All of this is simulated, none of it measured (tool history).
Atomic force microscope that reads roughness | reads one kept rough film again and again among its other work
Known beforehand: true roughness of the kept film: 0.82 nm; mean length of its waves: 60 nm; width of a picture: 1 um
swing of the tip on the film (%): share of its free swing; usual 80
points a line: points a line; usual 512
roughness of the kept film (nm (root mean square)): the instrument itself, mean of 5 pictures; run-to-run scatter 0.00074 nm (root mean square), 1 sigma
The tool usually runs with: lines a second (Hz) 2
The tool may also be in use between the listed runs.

run     day  lines a second (Hz)  swing of the tip on the film (%)  points a line  roughness of the kept film (nm (root mean square))
  1       0                    2                                80            512                                              0.6822
  2   1.525                    2                                80            512                                              0.6814
  3   3.504                 2.74                                80            512                                              0.6427
  4    4.75                 2.74                                87            512                                              0.5919
  5   6.342                 2.74                                87            515                                              0.5935
  6   8.325                    2                                80            512                                              0.6808
  7   9.925                    2                                80            512                                              0.6807
  8  11.996                    2                                80            512                                              0.6808
  9  13.017                 2.49                                80            512                                              0.6551
 10  15.088                 2.49                                80            512                                               0.654
 11  16.062                    2                                64            512                                              0.7547
 12  17.062                    2                                80            512                                              0.6812
 13  19.008                    2                                80            512                                              0.6804
 14  19.967                    2                                80            512                                              0.6808
 15  20.871                    2                                80            512                                              0.6813
 16  22.329                    2                                80            995                                              0.6811
 17  23.629                    2                                80            995                                              0.6822
 18  24.858                    2                                80            995                                              0.6817
 19  26.083                    2                                80            995                                              0.6809
 20  27.779                    2                                80            995                                              0.6813
 21  29.312                    2                                80            995                                               0.681
 22  31.321                    2                                59            439                                              0.7694
 23    32.8                 1.35                                62            482                                              0.7766
 24  34.196                    2                                84            421                                              0.6578
 25  35.062                 1.99                                80            307                                              0.6805
 26  35.925                 0.64                                87            579                                              0.7493
 27  37.921                 2.85                                62            444                                              0.7403
 28      40                 0.56                                71            723                                              0.7889
 29  41.025                 0.56                                71            723                                              0.7886
 30  42.183                    2                                63            378                                              0.7558
 31  43.125                    2                                63            378                                              0.7569
 32  44.462                    2                                63            378                                              0.7566
 33  45.667                 2.56                                80            512                                              0.6514
 34    47.5                    2                                70            924                                              0.7308
 35  48.788                    2                                80            358                                              0.6795
 36  50.446                    2                                80            358                                              0.6795
 37  51.967                 0.65                                80            579                                              0.7663

Taken out of this log: 24 entries between the listed runs. Where each belongs, and how the hidden state differs across it:
Logged between run 1 and run 2: new tip fitted (day 0.325)
  radius of the tip, nm: 7.3 -> 7.2
Logged between run 2 and run 3: new tip fitted (day 2.529)
  height scale over the true one, %: 0 -> 0.01
Logged between run 3 and run 4: new tip fitted (day 4.75)
  radius of the tip, nm: 7.2 -> 7
Logged between run 5 and run 6: new tip fitted (day 7.046)
  radius of the tip, nm: 7.3 -> 7.2
Logged between run 6 and run 7: new tip fitted (day 9.238)
  radius of the tip, nm: 7.2 -> 7.1
Logged between run 7 and run 8: new tip fitted (day 11.442)
  no difference in the tool's unlogged condition between these two runs
Logged between run 9 and run 10: new tip fitted (day 13.738)
  no difference in the tool's unlogged condition between these two runs
Logged between run 10 and run 11: new tip fitted (day 16.012)
  radius of the tip, nm: 7.3 -> 7
Logged between run 12 and run 13: new tip fitted (day 18.225)
  radius of the tip, nm: 7.2 -> 7.1
Logged between run 14 and run 15: new tip fitted (day 20.5)
  radius of the tip, nm: 7.3 -> 7.1
Logged between run 16 and run 17: new tip fitted (day 22.75)
  radius of the tip, nm: 7.3 -> 7.2
Logged between run 18 and run 19: new tip fitted (day 24.975)
  radius of the tip, nm: 7.4 -> 7.2
Logged between run 19 and run 20: new tip fitted (day 27.275)
  radius of the tip, nm: 7.2 -> 7.1
Logged between run 21 and run 22: new tip fitted (day 29.475)
  no difference in the tool's unlogged condition between these two runs
Logged between run 22 and run 23: new tip fitted (day 31.75)
  radius of the tip, nm: 7.4 -> 7.2
Logged between run 23 and run 24: new tip fitted (day 33.933)
  radius of the tip, nm: 7.2 -> 7.1
Logged between run 26 and run 27: new tip fitted (day 36.204)
  radius of the tip, nm: 7.4 -> 7.3
Logged between run 27 and run 28: new tip fitted (day 38.421)
  no difference in the tool's unlogged condition between these two runs
Logged between run 28 and run 29: new tip fitted (day 40.617)
  radius of the tip, nm: 7.3 -> 7.1
Logged between run 30 and run 31: new tip fitted (day 42.9)
  radius of the tip, nm: 7.3 -> 7.1
Logged between run 32 and run 33: new tip fitted (day 45.142)
  radius of the tip, nm: 7.3 -> 7.1
Logged between run 33 and run 34: new tip fitted (day 47.312)
  radius of the tip, nm: 7.1 -> 7
Logged between run 35 and run 36: new tip fitted (day 49.533)
  radius of the tip, nm: 7.3 -> 7.2
Logged between run 36 and run 37: new tip fitted (day 51.75)
  radius of the tip, nm: 7.2 -> 7.1
